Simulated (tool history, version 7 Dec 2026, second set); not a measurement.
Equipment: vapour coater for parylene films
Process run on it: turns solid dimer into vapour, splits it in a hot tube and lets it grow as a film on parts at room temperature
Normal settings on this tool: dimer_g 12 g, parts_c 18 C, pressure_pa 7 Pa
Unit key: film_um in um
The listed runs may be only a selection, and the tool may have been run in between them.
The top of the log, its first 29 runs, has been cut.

run,hour,dimer_g,parts_c,pressure_pa,film_um
30,1068.5,20,18,5.05,2.6
31,1099.8,12,18,5.05,1.48
32,1146.4,5,18,7,0.57
33,1167.7,8,16,6.91,1.02
34,1205.2,7,24,3.28,0.81
35,1237,7,24,3.28,0.82
36,1274.1,7,24,3.28,0.77
37,1306.4,11,15,4.4,1.44
38,1335.4,11,15,4.4,1.47
# hour 1350.3: trap's valve overhauled
39,1370.6,11,15,4.4,1.61
40,1391.7,7,18,9.8,0.83
41,1420.7,11,18,7,1.38
42,1444.8,11,30,3.64,1.12
43,1491.2,5,30,4.69,0.44
44,1523.6,11,28,4.69,1.12
45,1570.4,13,23,7,1.31
46,1607.2,16,14,7,2.09
47,1649.1,19,27,8.68,1.62

4 ways to go on from here, each from the tool as it stands after run 47. What would each give?
A,1683.6,15,11,4.6,?
B,1683.6,12,21,4.4,?
C,1683.6,7,18,6.23,?
D,1683.6,11,11,2.15,?

run,film_um
A,2.19
B,1.37
C,0.8
D,1.82
With the hidden condition removed and each run's random variation left untouched, the same runs would have given:
run,film_um
A,2.51
B,1.57
C,0.92
D,2.1
